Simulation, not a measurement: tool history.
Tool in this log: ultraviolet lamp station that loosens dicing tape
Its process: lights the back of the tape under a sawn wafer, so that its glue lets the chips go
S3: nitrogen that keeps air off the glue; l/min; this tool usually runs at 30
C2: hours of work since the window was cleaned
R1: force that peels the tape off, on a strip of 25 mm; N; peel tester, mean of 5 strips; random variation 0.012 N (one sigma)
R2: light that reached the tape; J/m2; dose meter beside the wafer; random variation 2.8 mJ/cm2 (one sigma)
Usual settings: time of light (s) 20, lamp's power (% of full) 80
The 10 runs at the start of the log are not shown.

run 11 hour=76.3 | time_of_light_(s)=20 lamp's_power_(%_of_full)=80 S3=30 | hours_of_work_of_the_lamp=111 C2=515 | R1=0.644 R2=3330
run 12 hour=83.1 | time_of_light_(s)=20 lamp's_power_(%_of_full)=80 S3=30 | hours_of_work_of_the_lamp=116 C2=520 | R1=0.685 R2=3360
run 13 hour=91.6 | time_of_light_(s)=20 lamp's_power_(%_of_full)=80 S3=30 | hours_of_work_of_the_lamp=122 C2=526 | R1=0.673 R2=3310
run 14 hour=97.5 | time_of_light_(s)=19 lamp's_power_(%_of_full)=80 S3=30 | hours_of_work_of_the_lamp=127 C2=531 | R1=0.731 R2=3210
run 15 hour=104.3 | time_of_light_(s)=19 lamp's_power_(%_of_full)=80 S3=30 | hours_of_work_of_the_lamp=132 C2=536 | R1=0.726 R2=3130
run 16 hour=113.9 | time_of_light_(s)=20 lamp's_power_(%_of_full)=80 S3=30 | hours_of_work_of_the_lamp=139 C2=543 | R1=0.672 R2=3310
run 17 hour=121.5 | time_of_light_(s)=20 lamp's_power_(%_of_full)=80 S3=30 | hours_of_work_of_the_lamp=145 C2=549 | R1=0.688 R2=3300
run 18 hour=127.3 | time_of_light_(s)=20 lamp's_power_(%_of_full)=80 S3=30 | hours_of_work_of_the_lamp=149 C2=553 | R1=0.689 R2=3290
run 19 hour=132.5 | time_of_light_(s)=20 lamp's_power_(%_of_full)=74 S3=30 | hours_of_work_of_the_lamp=153 C2=557 | R1=0.787 R2=3040

Predict the results of run 20:
run 20 hour=136.9 | time_of_light_(s)=20 lamp's_power_(%_of_full)=74 S3=30 | hours_of_work_of_the_lamp=156 C2=560 | R1=? R2=?

{"run 20": {"R1": 0.751, "R2": 3080}}
Had the tool carried no hidden state, the very same run would have given R1 0.59 N, R2 3670 J/m2.

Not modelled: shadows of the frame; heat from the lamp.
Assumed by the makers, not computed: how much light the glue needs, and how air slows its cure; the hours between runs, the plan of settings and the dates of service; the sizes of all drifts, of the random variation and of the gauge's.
